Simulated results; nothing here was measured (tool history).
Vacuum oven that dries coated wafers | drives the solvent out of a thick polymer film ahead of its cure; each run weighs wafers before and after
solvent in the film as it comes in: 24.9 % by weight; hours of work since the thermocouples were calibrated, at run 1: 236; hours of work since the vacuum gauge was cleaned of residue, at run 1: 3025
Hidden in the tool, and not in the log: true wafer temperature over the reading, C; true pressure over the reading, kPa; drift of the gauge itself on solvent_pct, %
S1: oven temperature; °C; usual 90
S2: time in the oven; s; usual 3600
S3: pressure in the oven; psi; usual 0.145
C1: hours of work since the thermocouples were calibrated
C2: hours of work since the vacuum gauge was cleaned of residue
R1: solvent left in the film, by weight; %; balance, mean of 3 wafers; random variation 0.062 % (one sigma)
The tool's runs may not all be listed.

run    hour   S1    S2     S3   C1    C2     R1
  1       0   90  3600  0.145  236  3025   3.68
  2    67.1   90  3600  0.145  286  3075   3.81
  3   141.8   90  3600  0.145  341  3130   3.66
  4     247   90  3600  0.145  419  3208   3.72
  5   336.5   90  3600  0.145  486  3275   3.68
  6   431.3   90  3600  0.145  556  3345   3.74
      523.8  -- oven's thermocouples calibrated
  7   535.6   90  3600  0.145    9  3421   3.59
      589.6  -- vacuum gauge cleaned of residue and calibrated
  8   590.8   79  3600  0.145   49     1   9.39
  9   647.5  100  3600  0.145   91    43   1.04
 10     727   90  3600  0.145  150   102   3.72
 11   803.5   90  3600  0.145  206   159   3.61
 12     864   90  3600   0.39  251   204   5.39
 13   931.1   90  3600   0.39  301   253   5.37
 14   982.1   77  3600   0.39  339   291  12.28
 15    1055   97  2220  0.145  393   345   3.41
 16    1139   97  2220  0.145  455   408   3.41
 17  1221.6   90  3180  0.145  516   469   4.36
 18  1311.1   90  3180  0.145  583   535   4.29
     1365.3  -- oven's thermocouples calibrated
 19    1422   90  3600  0.167   42   616   3.78
 20  1490.2   79  4980  0.184   93   667   7.43
 21  1607.7   79  4980  0.184  180   754   7.33
 22  1700.5   95  2820  0.374  249   822   4.19
 23  1791.2   87  2640  0.374  316   890   8.47
 24    1871   93  1920  0.097  375   949   5.83
 25  1955.6   93  1920  0.097  438  1012   5.85
 26    2014   93  1920  0.097  481  1055   5.95
 27  2072.4   90  3840  0.236  524  1098   3.95

3 ways to go on from here, each from the tool as it stands after run 27. What would each give?
  A  2147.6  90  1980  0.236  580  1154   ?
  B  2147.6  94  2700  0.339  580  1154   ?
  C  2147.6  90  1980  0.083  580  1154   ?

run    R1
  A  8.01
  B  4.63
  C  7.27
Without the tool's hidden state the same runs would have given:
run    R1
  A  8.01
  B  4.63
  C  7.27
